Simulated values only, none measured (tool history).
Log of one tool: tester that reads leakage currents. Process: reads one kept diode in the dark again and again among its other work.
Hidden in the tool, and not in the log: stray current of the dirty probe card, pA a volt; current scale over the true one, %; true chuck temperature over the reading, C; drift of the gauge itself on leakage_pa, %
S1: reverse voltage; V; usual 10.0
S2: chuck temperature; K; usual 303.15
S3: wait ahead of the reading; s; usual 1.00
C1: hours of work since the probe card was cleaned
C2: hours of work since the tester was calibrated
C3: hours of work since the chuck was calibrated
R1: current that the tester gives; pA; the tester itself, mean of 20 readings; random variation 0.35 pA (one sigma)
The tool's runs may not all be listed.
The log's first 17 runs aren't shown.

| run | hour | S1 | S2 | S3 | C1 | C2 | C3 | R1 |
|---|---|---|---|---|---|---|---|---|
| 18 | 1555.3 | 10.0 | 307.15 | 1.51 | 1302 | 1371 | 956 | 169.33 |
| 19 | 1656.0 | 10.0 | 307.15 | 1.51 | 1347 | 1416 | 1001 | 169.27 |
| 20 | 1743.9 | 10.0 | 303.15 | 1.00 | 1387 | 1456 | 1041 | 127.04 |
| 21 | 1802.3 | 10.0 | 303.15 | 1.00 | 1413 | 1482 | 1067 | 127.52 |
| 22 | 1892.5 | 1.2 | 303.15 | 1.00 | 1453 | 1523 | 1107 | 62.91 |
| 23 | 1949.6 | 18.6 | 311.15 | 0.50 | 1479 | 1548 | 1133 | 284.33 |
|  | 2029.4 | chuck's temperature calibrated |
| 24 | 2048.2 | 1.0 | 313.15 | 1.30 | 1522 | 1592 | 8 | 123.80 |
| 25 | 2181.1 | 3.4 | 323.15 | 1.00 | 1582 | 1651 | 68 | 373.58 |
| 26 | 2270.1 | 3.4 | 323.15 | 1.00 | 1622 | 1691 | 108 | 373.10 |
| 27 | 2367.8 | 13.4 | 303.15 | 1.52 | 1666 | 1735 | 152 | 141.04 |
| 28 | 2457.3 | 1.6 | 303.15 | 0.58 | 1706 | 1775 | 192 | 67.61 |
| 29 | 2555.3 | 1.6 | 318.15 | 0.96 | 1750 | 1819 | 236 | 209.04 |
| 30 | 2609.4 | 1.1 | 325.15 | 1.00 | 1774 | 1844 | 261 | 302.37 |
| 31 | 2665.2 | 5.3 | 328.15 | 0.65 | 1799 | 1869 | 286 | 603.39 |
| 32 | 2768.2 | 10.6 | 303.15 | 1.00 | 1846 | 1915 | 332 | 132.46 |
| 33 | 2882.6 | 1.8 | 294.15 | 0.97 | 1897 | 1966 | 383 | 35.38 |
| 34 | 2952.9 | 15.4 | 302.15 | 1.75 | 1929 | 1998 | 415 | 143.50 |
| 35 | 3018.2 | 4.9 | 319.15 | 4.48 | 1958 | 2027 | 444 | 318.16 |
| 36 | 3129.6 | 1.6 | 306.15 | 0.60 | 2008 | 2077 | 494 | 86.93 |
| 37 | 3235.1 | 1.6 | 329.15 | 4.12 | 2055 | 2125 | 542 | 453.44 |
| 38 | 3368.0 | 1.6 | 329.15 | 4.12 | 2115 | 2184 | 601 | 450.45 |
| 39 | 3432.0 | 18.5 | 303.15 | 2.58 | 2144 | 2213 | 630 | 170.33 |
| 40 | 3545.6 | 18.5 | 303.15 | 2.58 | 2195 | 2264 | 681 | 170.06 |
| 41 | 3622.6 | 12.4 | 294.15 | 0.39 | 2230 | 2299 | 716 | 83.19 |

3 ways to go on from here, each from the tool as it stands after run 41. What would each give?
| A | 3717.2 | 12.4 | 314.15 | 0.39 | 2272 | 2341 | 758 | ? |
| B | 3717.2 | 12.4 | 323.15 | 0.39 | 2272 | 2341 | 758 | ? |
| C | 3717.2 | 1.2 | 322.15 | 0.44 | 2272 | 2341 | 758 | ? |

| run | R1 |
|---|---|
| A | 314.01 |
| B | 579.54 |
| C | 257.48 |
Without the tool's hidden state the same runs would have given:
| run | R1 |
|---|---|
| A | 287.52 |
| B | 548.29 |
| C | 250.32 |
